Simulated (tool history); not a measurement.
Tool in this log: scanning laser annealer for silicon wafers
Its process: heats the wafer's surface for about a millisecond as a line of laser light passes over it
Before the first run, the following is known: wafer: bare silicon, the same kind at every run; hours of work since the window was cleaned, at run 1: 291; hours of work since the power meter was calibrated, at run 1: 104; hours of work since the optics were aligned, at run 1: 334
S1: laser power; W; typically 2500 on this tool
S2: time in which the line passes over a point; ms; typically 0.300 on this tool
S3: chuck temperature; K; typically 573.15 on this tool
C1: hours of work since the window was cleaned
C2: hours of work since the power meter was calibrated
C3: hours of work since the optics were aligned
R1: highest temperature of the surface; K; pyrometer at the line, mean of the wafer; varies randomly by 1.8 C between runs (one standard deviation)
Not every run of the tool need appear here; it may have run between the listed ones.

run 1 hour=0.0 | S1=2500 S2=0.300 S3=573.15 | C1=291 C2=104 C3=334 | R1=1256.15
run 2 hour=25.0 | S1=2500 S2=0.300 S3=573.15 | C1=304 C2=117 C3=347 | R1=1254.15
run 3 hour=52.0 | S1=2500 S2=0.300 S3=573.15 | C1=318 C2=131 C3=361 | R1=1257.15
run 4 hour=84.1 | S1=2500 S2=0.300 S3=573.15 | C1=335 C2=148 C3=378 | R1=1258.15
run 5 hour=124.2 | S1=2500 S2=0.300 S3=537.15 | C1=357 C2=170 C3=400 | R1=1215.15
run 6 hour=157.2 | S1=2500 S2=0.300 S3=610.15 | C1=374 C2=187 C3=417 | R1=1289.15
run 7 hour=176.9 | S1=2225 S2=0.300 S3=610.15 | C1=385 C2=198 C3=428 | R1=1197.15
run 8 hour=203.0 | S1=2225 S2=0.300 S3=610.15 | C1=398 C2=212 C3=442 | R1=1194.15
run 9 hour=245.5 | S1=2225 S2=0.300 S3=610.15 | C1=421 C2=234 C3=464 | R1=1188.15
-- hour=252.6 window over the wafer cleaned
run 10 hour=270.0 | S1=2500 S2=0.300 S3=585.15 | C1=9 C2=246 C3=476 | R1=1297.15
run 11 hour=290.3 | S1=2500 S2=0.300 S3=573.15 | C1=20 C2=257 C3=487 | R1=1281.15
run 12 hour=331.4 | S1=2455 S2=0.300 S3=536.15 | C1=42 C2=279 C3=509 | R1=1228.15
run 13 hour=350.9 | S1=2455 S2=0.300 S3=536.15 | C1=52 C2=289 C3=519 | R1=1227.15
run 14 hour=380.9 | S1=2500 S2=0.300 S3=546.15 | C1=68 C2=305 C3=535 | R1=1249.15
run 15 hour=405.8 | S1=2719 S2=0.300 S3=587.15 | C1=81 C2=318 C3=548 | R1=1371.15
run 16 hour=450.9 | S1=2290 S2=0.264 S3=534.15 | C1=105 C2=342 C3=572 | R1=1125.15
run 17 hour=473.3 | S1=2473 S2=0.372 S3=538.15 | C1=117 C2=354 C3=584 | R1=1303.15
run 18 hour=503.3 | S1=2267 S2=0.372 S3=576.15 | C1=133 C2=370 C3=600 | R1=1259.15
run 19 hour=545.5 | S1=2500 S2=0.300 S3=606.15 | C1=156 C2=392 C3=622 | R1=1304.15
run 20 hour=585.2 | S1=2472 S2=0.300 S3=598.15 | C1=177 C2=413 C3=643 | R1=1282.15
run 21 hour=614.3 | S1=2678 S2=0.220 S3=577.15 | C1=192 C2=429 C3=659 | R1=1231.15
run 22 hour=640.7 | S1=2661 S2=0.345 S3=539.15 | C1=206 C2=443 C3=673 | R1=1338.15

Here are 3 independent what-if runs from the current tool condition. What would each one return?
run A hour=672.5 | S1=2544 S2=0.281 S3=573.15 | C1=223 C2=460 C3=690 | R1=?
run B hour=672.5 | S1=2279 S2=0.345 S3=601.15 | C1=223 C2=460 C3=690 | R1=?
run C hour=672.5 | S1=2153 S2=0.269 S3=539.15 | C1=223 C2=460 C3=690 | R1=?

run=A R1=1255.15
run=B R1=1256.15
run=C R1=1081.15
What these runs would have given with no unlogged condition in the tool:
run=A R1=1282.15
run=B R1=1282.15
run=C R1=1103.15
